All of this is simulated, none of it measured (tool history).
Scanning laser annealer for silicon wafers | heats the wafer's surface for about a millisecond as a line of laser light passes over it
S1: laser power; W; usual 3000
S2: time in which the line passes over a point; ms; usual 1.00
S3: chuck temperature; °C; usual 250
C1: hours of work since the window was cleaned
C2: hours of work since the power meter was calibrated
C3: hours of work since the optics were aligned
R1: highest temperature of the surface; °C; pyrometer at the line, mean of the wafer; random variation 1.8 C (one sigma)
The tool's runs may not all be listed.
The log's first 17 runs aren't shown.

{"run": 18, "hour": 232.0, "S1": 3008, "S2": 1.0, "S3": 220, "C1": 665, "C2": 254, "C3": 1052, "R1": 977}
{"run": 19, "hour": 242.1, "S1": 3008, "S2": 1.0, "S3": 220, "C1": 670, "C2": 260, "C3": 1057, "R1": 973}
{"run": 20, "hour": 256.2, "S1": 3098, "S2": 0.75, "S3": 212, "C1": 677, "C2": 267, "C3": 1065, "R1": 878}
{"run": 21, "hour": 274.4, "S1": 3000, "S2": 0.76, "S3": 250, "C1": 687, "C2": 276, "C3": 1074, "R1": 892}
{"run": 22, "hour": 293.0, "S1": 2872, "S2": 0.89, "S3": 283, "C1": 696, "C2": 286, "C3": 1084, "R1": 951}
{"run": 23, "hour": 301.5, "S1": 2959, "S2": 0.89, "S3": 233, "C1": 701, "C2": 291, "C3": 1088, "R1": 924}
{"hour": 306.1, "done": "window over the wafer cleaned"}
{"run": 24, "hour": 316.1, "S1": 2702, "S2": 1.0, "S3": 219, "C1": 5, "C2": 297, "C3": 1095, "R1": 919}
{"run": 25, "hour": 328.8, "S1": 3272, "S2": 1.0, "S3": 219, "C1": 12, "C2": 304, "C3": 1101, "R1": 1105}
{"run": 26, "hour": 345.9, "S1": 3272, "S2": 1.0, "S3": 219, "C1": 21, "C2": 313, "C3": 1110, "R1": 1102}
{"run": 27, "hour": 363.4, "S1": 3272, "S2": 1.0, "S3": 219, "C1": 30, "C2": 322, "C3": 1119, "R1": 1106}
{"run": 28, "hour": 376.9, "S1": 3272, "S2": 1.0, "S3": 219, "C1": 37, "C2": 329, "C3": 1126, "R1": 1101}
{"run": 29, "hour": 384.9, "S1": 3272, "S2": 1.0, "S3": 219, "C1": 41, "C2": 333, "C3": 1130, "R1": 1101}
{"run": 30, "hour": 401.7, "S1": 3272, "S2": 1.0, "S3": 219, "C1": 50, "C2": 342, "C3": 1139, "R1": 1100}
{"run": 31, "hour": 411.5, "S1": 3000, "S2": 1.15, "S3": 222, "C1": 55, "C2": 347, "C3": 1144, "R1": 1076}
{"run": 32, "hour": 423.0, "S1": 3000, "S2": 1.15, "S3": 253, "C1": 61, "C2": 353, "C3": 1150, "R1": 1107}

Forecast each of these 4 alternatives for the next run:
{"run": "A", "hour": 434.6, "S1": 3181, "S2": 0.95, "S3": 253, "C1": 67, "C2": 359, "C3": 1156, "R1": "?"}
{"run": "B", "hour": 434.6, "S1": 2965, "S2": 0.86, "S3": 250, "C1": 67, "C2": 359, "C3": 1156, "R1": "?"}
{"run": "C", "hour": 434.6, "S1": 3203, "S2": 0.75, "S3": 248, "C1": 67, "C2": 359, "C3": 1156, "R1": "?"}
{"run": "D", "hour": 434.6, "S1": 3000, "S2": 0.83, "S3": 270, "C1": 67, "C2": 359, "C3": 1156, "R1": "?"}

run=A R1=1080
run=B R1=963
run=C R1=975
run=D R1=984
Without the tool's hidden state the same runs would have given:
run=A R1=1097
run=B R1=977
run=C R1=990
run=D R1=998
